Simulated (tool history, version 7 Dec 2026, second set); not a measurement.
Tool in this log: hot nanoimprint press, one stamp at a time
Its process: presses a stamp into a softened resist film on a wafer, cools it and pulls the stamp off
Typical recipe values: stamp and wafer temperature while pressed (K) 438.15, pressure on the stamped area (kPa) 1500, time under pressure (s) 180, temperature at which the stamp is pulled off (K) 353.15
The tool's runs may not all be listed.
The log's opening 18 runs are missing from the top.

run   hour  stamp and wafer temperature while pressed (K)  pressure on the stamped area (kPa)  time under pressure (s)  temperature at which the stamp is pulled off (K)  hours of work since the thermocouple was calibrated  imprints on the stamp's release coat  hours of work since the press's seals were changed  resist left under the stamp's widest pad (Å)  greatest force while the stamp is pulled off (N)
 19  316.1                                         438.15                                1500                      180                                            358.15                                                  128                                   715                                                 496                                          1839                                               103
 20  326.9                                         438.15                                1500                      180                                            358.15                                                  136                                   755                                                 504                                          1838                                               101
 21    343                                         438.15                                2080                      180                                            361.15                                                  147                                   814                                                 515                                          1593                                                98
 22  362.6                                         438.15                                2080                      180                                            361.15                                                  160                                   886                                                 528                                          1596                                               103
 23  379.5                                         438.15                                1990                      180                                            347.15                                                  171                                   949                                                 540                                          1641                                               115
 24  395.1                                         426.15                                1730                      180                                            345.15                                                  182                                  1006                                                 550                                          2474                                               122
 25  407.2                                         426.15                                1730                      180                                            345.15                                                  190                                  1051                                                 559                                          2440                                               120
 26  420.2                                         435.15                                1730                      123                                            338.15                                                  199                                  1098                                                 567                                          2084                                               137
 27  436.6                                         435.15                                1730                      123                                            338.15                                                  210                                  1159                                                 579                                          2114                                               133
 28  457.4                                         435.15                                1730                      123                                            338.15                                                  225                                  1235                                                 593                                          2129                                               133
     472.4  -- press's hydraulic seals changed and the load cell set to zero
       482  -- stamp cleaned and given a new release coat
 29  486.1                                         435.15                                1730                      123                                            338.15                                                  235                                    14                                                   5                                          2043                                               114
 30  506.1                                         435.15                                1030                      140                                            338.15                                                  248                                    88                                                  19                                          2407                                               119

Alternative continuations, all from the tool just after run 30; predict every row:
  A  523.3                                         435.15                                1780                      140                                            357.15                                                  260                                   152                                                  31                                             ?                                                 ?
  B  523.3                                         438.15                                1500                      301                                            359.15                                                  260                                   152                                                  31                                             ?                                                 ?
  C  523.3                                         435.15                                1070                      140                                            347.15                                                  260                                   152                                                  31                                             ?                                                 ?
  D  523.3                                         438.15                                1500                      180                                            360.15                                                  260                                   152                                                  31                                             ?                                                 ?

run  resist left under the stamp's widest pad (Å)  greatest force while the stamp is pulled off (N)
  A                                          1976                                                99
  B                                          1580                                                98
  C                                          2387                                               107
  D                                          1848                                                97
With no hidden state in the tool, these same runs would have given:
run  resist left under the stamp's widest pad (Å)  greatest force while the stamp is pulled off (N)
  A                                          1910                                                96
  B                                          1520                                                95
  C                                          2331                                               103
  D                                          1785                                                94

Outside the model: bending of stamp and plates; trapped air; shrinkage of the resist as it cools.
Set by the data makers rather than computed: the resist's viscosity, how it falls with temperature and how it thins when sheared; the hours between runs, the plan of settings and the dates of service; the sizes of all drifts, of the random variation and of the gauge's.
